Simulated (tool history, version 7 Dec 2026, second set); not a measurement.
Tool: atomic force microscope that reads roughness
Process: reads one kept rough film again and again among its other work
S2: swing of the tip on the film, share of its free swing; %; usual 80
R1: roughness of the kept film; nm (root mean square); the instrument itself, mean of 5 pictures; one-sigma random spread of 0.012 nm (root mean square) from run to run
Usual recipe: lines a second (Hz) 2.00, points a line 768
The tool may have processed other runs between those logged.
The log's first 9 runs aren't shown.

At day 10.650: new tip fitted.
Run 10, day 10.650: usual settings. Result: R1 2.798 nm (root mean square).
Run 11, day 11.950: usual settings but S2 62 %. Result: R1 3.019 nm (root mean square).
Run 12, day 13.158: usual settings but lines a second (Hz) 0.73. Result: R1 2.994 nm (root mean square).
Run 13, day 14.496: usual settings but lines a second (Hz) 0.73. Result: R1 2.961 nm (root mean square).
Run 14, day 15.979: usual settings but lines a second (Hz) 0.73. Result: R1 2.962 nm (root mean square).
Run 15, day 17.567: usual settings but lines a second (Hz) 0.73. Result: R1 2.981 nm (root mean square).
Run 16, day 18.725: usual settings. Result: R1 2.824 nm (root mean square).
Run 17, day 19.408: usual settings. Result: R1 2.811 nm (root mean square).
At day 19.729: new tip fitted.
Run 18, day 20.346: usual settings. Result: R1 2.820 nm (root mean square).
Run 19, day 21.550: usual settings. Result: R1 2.817 nm (root mean square).
Run 20, day 22.917: usual settings. Result: R1 2.805 nm (root mean square).
Run 21, day 23.683: usual settings but lines a second (Hz) 1.56, points a line 351. Result: R1 2.836 nm (root mean square).
Run 22, day 24.738: usual settings but lines a second (Hz) 0.61, points a line 747. Result: R1 2.986 nm (root mean square).
Run 23, day 26.042: usual settings but lines a second (Hz) 1.18, S2 74 %, points a line 273. Result: R1 2.906 nm (root mean square).
Run 24, day 26.958: usual settings but lines a second (Hz) 1.88, S2 56 %, points a line 470. Result: R1 3.016 nm (root mean square).
Run 25, day 27.671: usual settings but lines a second (Hz) 0.53, S2 56 %, points a line 470. Result: R1 3.064 nm (root mean square).
At day 28.796: new tip fitted.
Run 26, day 28.796: usual settings but lines a second (Hz) 0.53, S2 66 %, points a line 455. Result: R1 3.050 nm (root mean square).
Run 27, day 30.100: usual settings but lines a second (Hz) 0.53, S2 66 %, points a line 455. Result: R1 3.034 nm (root mean square).
Run 28, day 31.742: usual settings but lines a second (Hz) 0.53, S2 66 %, points a line 455. Result: R1 3.082 nm (root mean square).
Run 29, day 33.042: usual settings but lines a second (Hz) 3.89, S2 66 %, points a line 567. Result: R1 2.831 nm (root mean square).
Run 30, day 34.533: usual settings but S2 72 %. Result: R1 2.916 nm (root mean square).
Run 31, day 35.383: usual settings but S2 72 %. Result: R1 2.879 nm (root mean square).
Run 32, day 36.254: usual settings but S2 66 %. Result: R1 2.960 nm (root mean square).
Run 33, day 37.475: usual settings but lines a second (Hz) 2.02, S2 68 %, points a line 415. Result: R1 2.918 nm (root mean square).
At day 37.933: new tip fitted.
Run 34, day 38.950: usual settings but lines a second (Hz) 2.02, S2 70 %, points a line 415. Result: R1 2.898 nm (root mean square).

Branching from run 34: 3 alternative next runs. What would each branch give?
Run A, day 40.550: usual settings but S2 78 %, points a line 540. Result: R1 ?.
Run B, day 40.550: usual settings but lines a second (Hz) 0.53, S2 86 %, points a line 488. Result: R1 ?.
Run C, day 40.550: usual settings but lines a second (Hz) 0.73, S2 70 %, points a line 415. Result: R1 ?.

run     R1
  A  2.819
  B  2.998
  C  3.040
With the hidden condition removed and each run's random variation left untouched, the same runs would have given:
run     R1
  A  2.820
  B  2.999
  C  3.041

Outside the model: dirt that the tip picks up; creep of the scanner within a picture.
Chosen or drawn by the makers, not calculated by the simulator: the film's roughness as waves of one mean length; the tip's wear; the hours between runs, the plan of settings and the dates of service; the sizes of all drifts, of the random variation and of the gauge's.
